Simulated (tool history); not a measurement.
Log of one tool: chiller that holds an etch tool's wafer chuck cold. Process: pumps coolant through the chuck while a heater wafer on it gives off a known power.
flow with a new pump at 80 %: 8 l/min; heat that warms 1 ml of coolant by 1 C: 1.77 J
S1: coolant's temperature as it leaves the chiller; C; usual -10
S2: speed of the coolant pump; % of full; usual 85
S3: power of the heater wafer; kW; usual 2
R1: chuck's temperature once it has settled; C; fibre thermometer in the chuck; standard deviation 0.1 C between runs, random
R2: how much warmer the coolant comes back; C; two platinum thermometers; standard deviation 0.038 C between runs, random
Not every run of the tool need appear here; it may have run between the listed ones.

{"run": 1, "hour": 0.0, "S1": -10, "S2": 85, "S3": 2, "R1": 5, "R2": 8.04}
{"run": 2, "hour": 20.8, "S1": -10, "S2": 88, "S3": 2, "R1": 4.5, "R2": 7.82}
{"run": 3, "hour": 55.6, "S1": -10, "S2": 88, "S3": 2, "R1": 4.5, "R2": 7.75}
{"run": 4, "hour": 88.2, "S1": -16, "S2": 85, "S3": 2, "R1": -1.1, "R2": 8.06}
{"run": 5, "hour": 121.4, "S1": -16, "S2": 85, "S3": 2, "R1": -1.1, "R2": 8.05}
{"run": 6, "hour": 154.4, "S1": -16, "S2": 85, "S3": 2, "R1": -1, "R2": 8.06}
{"run": 7, "hour": 183.9, "S1": -2, "S2": 85, "S3": 2, "R1": 13, "R2": 8.09}
{"run": 8, "hour": 211.0, "S1": -14, "S2": 85, "S3": 2, "R1": 0.9, "R2": 8.08}
{"run": 9, "hour": 240.6, "S1": -14, "S2": 85, "S3": 2.175, "R1": 2.2, "R2": 8.78}
{"run": 10, "hour": 290.2, "S1": -14, "S2": 85, "S3": 2.175, "R1": 2.3, "R2": 8.8}
{"run": 11, "hour": 330.9, "S1": -14, "S2": 85, "S3": 2.175, "R1": 2.5, "R2": 8.8}
{"run": 12, "hour": 357.0, "S1": -14, "S2": 85, "S3": 2.175, "R1": 2.4, "R2": 8.81}
{"run": 13, "hour": 390.7, "S1": -14, "S2": 85, "S3": 2.175, "R1": 2.5, "R2": 8.8}
{"run": 14, "hour": 432.8, "S1": -14, "S2": 85, "S3": 2.175, "R1": 2.5, "R2": 8.8}
{"run": 15, "hour": 476.5, "S1": -14, "S2": 85, "S3": 2.175, "R1": 2.3, "R2": 8.79}
{"run": 16, "hour": 516.5, "S1": -14, "S2": 85, "S3": 2.175, "R1": 2.4, "R2": 8.81}
{"run": 17, "hour": 553.1, "S1": -7, "S2": 77, "S3": 1.06, "R1": 1.6, "R2": 4.74}
{"run": 18, "hour": 579.2, "S1": -7, "S2": 74, "S3": 2.749, "R1": 16.2, "R2": 12.85}
{"run": 19, "hour": 626.7, "S1": -15, "S2": 85, "S3": 2, "R1": 0, "R2": 8.13}
{"run": 20, "hour": 668.0, "S1": -8, "S2": 67, "S3": 2, "R1": 10.4, "R2": 10.39}
{"run": 21, "hour": 700.5, "S1": -13, "S2": 92, "S3": 2.059, "R1": 1.5, "R2": 7.75}
{"run": 22, "hour": 732.7, "S1": -13, "S2": 97, "S3": 2.059, "R1": 0.9, "R2": 7.3}
{"run": 23, "hour": 777.7, "S1": -2, "S2": 88, "S3": 1.15, "R1": 6.2, "R2": 4.53}
{"run": 24, "hour": 823.7, "S1": -2, "S2": 88, "S3": 1.15, "R1": 6.3, "R2": 4.51}
{"run": 25, "hour": 869.7, "S1": -18, "S2": 60, "S3": 1.628, "R1": -1.7, "R2": 9.49}
{"run": 26, "hour": 900.1, "S1": -18, "S2": 60, "S3": 1.628, "R1": -1.5, "R2": 9.41}
{"run": 27, "hour": 941.1, "S1": -18, "S2": 60, "S3": 1.628, "R1": -1.5, "R2": 9.48}
{"run": 28, "hour": 976.8, "S1": -18, "S2": 60, "S3": 1.628, "R1": -1.4, "R2": 9.48}
{"run": 29, "hour": 1003.0, "S1": -10, "S2": 60, "S3": 1.899, "R1": 9.5, "R2": 11.08}
{"run": 30, "hour": 1051.9, "S1": -16, "S2": 85, "S3": 2, "R1": -0.6, "R2": 8.2}
{"run": 31, "hour": 1073.2, "S1": -19, "S2": 87, "S3": 2.171, "R1": -2.9, "R2": 8.68}
{"run": 32, "hour": 1096.5, "S1": -19, "S2": 87, "S3": 2.171, "R1": -2.7, "R2": 8.72}

Forecast each of these 4 alternatives for the next run:
{"run": "A", "hour": 1134.3, "S1": -6, "S2": 85, "S3": 2, "R1": "?", "R2": "?"}
{"run": "B", "hour": 1134.3, "S1": -15, "S2": 83, "S3": 2.356, "R1": "?", "R2": "?"}
{"run": "C", "hour": 1134.3, "S1": -7, "S2": 65, "S3": 1.209, "R1": "?", "R2": "?"}
{"run": "D", "hour": 1134.3, "S1": -10, "S2": 77, "S3": 2, "R1": "?", "R2": "?"}

run=A R1=9.4 R2=8.21
run=B R1=3.4 R2=9.94
run=C R1=4.5 R2=6.47
run=D R1=6.6 R2=9.11
The same runs, with their run-to-run variation unchanged, on a tool lacking any hidden condition would have given:
run=A R1=8.2 R2=7.98
run=B R1=2 R2=9.66
run=C R1=3.7 R2=6.28
run=D R1=5.3 R2=8.85
